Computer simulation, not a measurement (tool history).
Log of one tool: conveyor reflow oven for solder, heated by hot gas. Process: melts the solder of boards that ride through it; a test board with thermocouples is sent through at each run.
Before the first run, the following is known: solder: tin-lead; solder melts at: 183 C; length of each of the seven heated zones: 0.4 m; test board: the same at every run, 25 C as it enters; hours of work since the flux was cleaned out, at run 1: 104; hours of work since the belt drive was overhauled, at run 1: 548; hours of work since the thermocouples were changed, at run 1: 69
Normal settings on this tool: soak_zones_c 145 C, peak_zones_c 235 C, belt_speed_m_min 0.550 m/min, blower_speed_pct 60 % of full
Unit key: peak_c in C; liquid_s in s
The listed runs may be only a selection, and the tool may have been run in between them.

| run | hour | soak_zones_c | peak_zones_c | belt_speed_m_min | blower_speed_pct | hours of work since the flux was cleaned out | hours of work since the belt drive was overhauled | hours of work since the thermocouples were changed | peak_c | liquid_s |
|---|---|---|---|---|---|---|---|---|---|---|
| 1 | 0.0 | 145 | 235 | 0.550 | 60 | 104 | 548 | 69 | 221.3 | 72.8 |
| 2 | 12.7 | 145 | 235 | 0.550 | 60 | 112 | 556 | 77 | 221.3 | 72.9 |
| 3 | 30.6 | 145 | 235 | 0.550 | 60 | 123 | 567 | 88 | 222.0 | 72.6 |
| 4 | 45.5 | 145 | 235 | 0.550 | 60 | 133 | 577 | 97 | 221.0 | 72.5 |
| 5 | 63.5 | 145 | 235 | 0.550 | 60 | 144 | 588 | 108 | 221.6 | 72.3 |
| 6 | 75.7 | 145 | 235 | 0.550 | 60 | 152 | 596 | 116 | 220.9 | 72.4 |
| 7 | 93.8 | 145 | 235 | 0.550 | 60 | 163 | 607 | 127 | 220.7 | 72.7 |
| 8 | 109.7 | 145 | 235 | 0.550 | 60 | 173 | 617 | 137 | 221.1 | 72.5 |
| 9 | 129.7 | 145 | 235 | 0.550 | 60 | 186 | 629 | 150 | 221.0 | 72.6 |
| 10 | 149.2 | 145 | 235 | 0.550 | 60 | 198 | 642 | 162 | 220.8 | 72.2 |
| 11 | 172.4 | 145 | 235 | 0.550 | 60 | 212 | 656 | 177 | 220.5 | 72.0 |
| 12 | 190.4 | 145 | 235 | 0.550 | 60 | 224 | 668 | 188 | 221.2 | 72.0 |
|  | 204.8 | flux residue cleaned out of gas plates and filters |
| 13 | 205.9 | 145 | 235 | 0.550 | 60 | 1 | 674 | 195 | 221.4 | 73.1 |
| 14 | 227.9 | 145 | 235 | 0.550 | 60 | 15 | 688 | 208 | 222.3 | 73.4 |
| 15 | 241.7 | 145 | 235 | 0.659 | 60 | 23 | 697 | 217 | 216.5 | 56.4 |
| 16 | 265.2 | 145 | 235 | 0.659 | 60 | 38 | 711 | 232 | 215.8 | 56.1 |
| 17 | 285.9 | 145 | 239 | 0.659 | 60 | 51 | 724 | 245 | 219.4 | 58.7 |
| 18 | 310.2 | 145 | 239 | 0.659 | 60 | 66 | 740 | 260 | 219.7 | 58.4 |
| 19 | 329.1 | 134 | 239 | 0.483 | 53 | 78 | 752 | 272 | 225.0 | 80.9 |
| 20 | 347.6 | 134 | 239 | 0.483 | 53 | 90 | 763 | 284 | 225.0 | 81.3 |
| 21 | 359.4 | 134 | 239 | 0.483 | 53 | 97 | 771 | 291 | 225.0 | 81.7 |
| 22 | 376.1 | 134 | 239 | 0.483 | 53 | 108 | 781 | 302 | 225.3 | 81.1 |
| 23 | 387.1 | 134 | 244 | 0.450 | 53 | 115 | 788 | 308 | 231.5 | 93.1 |
| 24 | 411.2 | 158 | 241 | 0.497 | 61 | 130 | 803 | 324 | 231.3 | 94.2 |
| 25 | 423.6 | 158 | 241 | 0.497 | 61 | 137 | 811 | 331 | 230.8 | 94.2 |
| 26 | 440.3 | 158 | 241 | 0.497 | 61 | 148 | 821 | 342 | 230.8 | 94.0 |
| 27 | 465.5 | 158 | 241 | 0.497 | 61 | 164 | 837 | 358 | 231.0 | 94.2 |
| 28 | 486.3 | 140 | 233 | 0.616 | 52 | 177 | 850 | 371 | 211.4 | 53.9 |
| 29 | 511.1 | 153 | 229 | 0.616 | 52 | 192 | 866 | 386 | 211.4 | 59.4 |
| 30 | 527.1 | 145 | 235 | 0.599 | 60 | 202 | 876 | 396 | 218.1 | 64.4 |
| 31 | 538.4 | 145 | 235 | 0.599 | 60 | 209 | 883 | 403 | 218.3 | 64.2 |
| 32 | 563.3 | 146 | 243 | 0.464 | 88 | 225 | 899 | 419 | 236.8 | 98.6 |

Branching from run 32: 3 alternative next runs. What would each branch give?
|  | 574.8 | flux residue cleaned out of gas plates and filters |
| A | 589.5 | 144 | 234 | 0.593 | 60 | 9 | 912 | 432 | ? | ? |
|  | 574.8 | flux residue cleaned out of gas plates and filters |
| B | 589.5 | 149 | 235 | 0.550 | 86 | 9 | 912 | 432 | ? | ? |
|  | 574.8 | flux residue cleaned out of gas plates and filters |
| C | 589.5 | 156 | 243 | 0.527 | 59 | 9 | 912 | 432 | ? | ? |

| run | peak_c | liquid_s |
|---|---|---|
| A | 218.4 | 64.7 |
| B | 227.0 | 79.3 |
| C | 231.6 | 88.0 |
What these runs would have given with no unlogged condition in the tool:
| run | peak_c | liquid_s |
|---|---|---|
| A | 219.0 | 64.7 |
| B | 227.7 | 79.1 |
| C | 232.2 | 87.6 |
